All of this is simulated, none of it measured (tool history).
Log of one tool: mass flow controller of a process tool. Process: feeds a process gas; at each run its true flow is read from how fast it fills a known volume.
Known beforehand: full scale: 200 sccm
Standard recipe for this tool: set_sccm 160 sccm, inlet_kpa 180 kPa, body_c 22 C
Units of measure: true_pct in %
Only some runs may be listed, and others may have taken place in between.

Run 1, day 0.000: usual settings. Result: true_pct 99.87 %.
Run 2, day 9.508: usual settings. Result: true_pct 99.78 %.
Run 3, day 16.154: usual settings. Result: true_pct 99.75 %.
Run 4, day 23.846: usual settings. Result: true_pct 99.80 %.
Run 5, day 28.496: usual settings. Result: true_pct 99.79 %.
Run 6, day 34.712: usual settings. Result: true_pct 99.73 %.
Run 7, day 40.183: usual settings but inlet_kpa 222 kPa. Result: true_pct 99.92 %.
Run 8, day 47.079: usual settings but inlet_kpa 222 kPa. Result: true_pct 99.92 %.
Run 9, day 53.833: usual settings. Result: true_pct 99.81 %.
Run 10, day 58.783: usual settings. Result: true_pct 99.81 %.
Run 11, day 67.017: usual settings but inlet_kpa 242 kPa. Result: true_pct 99.93 %.
Run 12, day 76.508: usual settings but inlet_kpa 242 kPa. Result: true_pct 99.88 %.
Run 13, day 85.254: usual settings but set_sccm 114 sccm, inlet_kpa 235 kPa, body_c 24 C. Result: true_pct 99.46 %.
Run 14, day 91.075: usual settings but set_sccm 146 sccm, inlet_kpa 156 kPa, body_c 35 C. Result: true_pct 99.18 %.
Run 15, day 96.138: usual settings but set_sccm 146 sccm, inlet_kpa 156 kPa, body_c 35 C. Result: true_pct 99.18 %.
Run 16, day 101.542: usual settings but set_sccm 45 sccm, inlet_kpa 263 kPa, body_c 34 C. Result: true_pct 98.68 %.
Run 17, day 107.867: usual settings but body_c 36 C. Result: true_pct 99.24 %.
Run 18, day 112.567: usual settings but inlet_kpa 226 kPa, body_c 24 C. Result: true_pct 99.78 %.
Run 19, day 120.012: usual settings but set_sccm 54 sccm, inlet_kpa 168 kPa, body_c 29 C. Result: true_pct 98.64 %.
Run 20, day 126.946: usual settings but inlet_kpa 181 kPa. Result: true_pct 99.82 %.
Run 21, day 133.112: usual settings but set_sccm 54 sccm, inlet_kpa 157 kPa, body_c 21 C. Result: true_pct 98.94 %.
Run 22, day 142.712: usual settings but set_sccm 40 sccm, inlet_kpa 157 kPa, body_c 20 C. Result: true_pct 98.97 %.
Run 23, day 147.225: usual settings but set_sccm 24 sccm, inlet_kpa 157 kPa, body_c 37 C. Result: true_pct 98.22 %.
Run 24, day 153.450: usual settings but set_sccm 78 sccm, inlet_kpa 157 kPa, body_c 23 C. Result: true_pct 99.10 %.

What if the next run were any one of these 5? Each begins from the tool's condition after run 24:
Run A, day 159.538: usual settings but inlet_kpa 190 kPa. Result: true_pct ?.
Run B, day 159.538: usual settings but set_sccm 35 sccm, inlet_kpa 225 kPa. Result: true_pct ?.
Run C, day 159.538: usual settings but set_sccm 78 sccm, inlet_kpa 176 kPa, body_c 23 C. Result: true_pct ?.
Run D, day 159.538: usual settings but set_sccm 38 sccm, inlet_kpa 267 kPa, body_c 32 C. Result: true_pct ?.
Run E, day 159.538: usual settings but body_c 21 C. Result: true_pct ?.

run  true_pct
  A     99.81
  B     98.91
  C     99.12
  D     98.73
  E     99.82
Take away the tool's hidden state, keep each run's random variation, and the runs would have read:
run  true_pct
  A     99.81
  B     98.92
  C     99.13
  D     98.74
  E     99.82
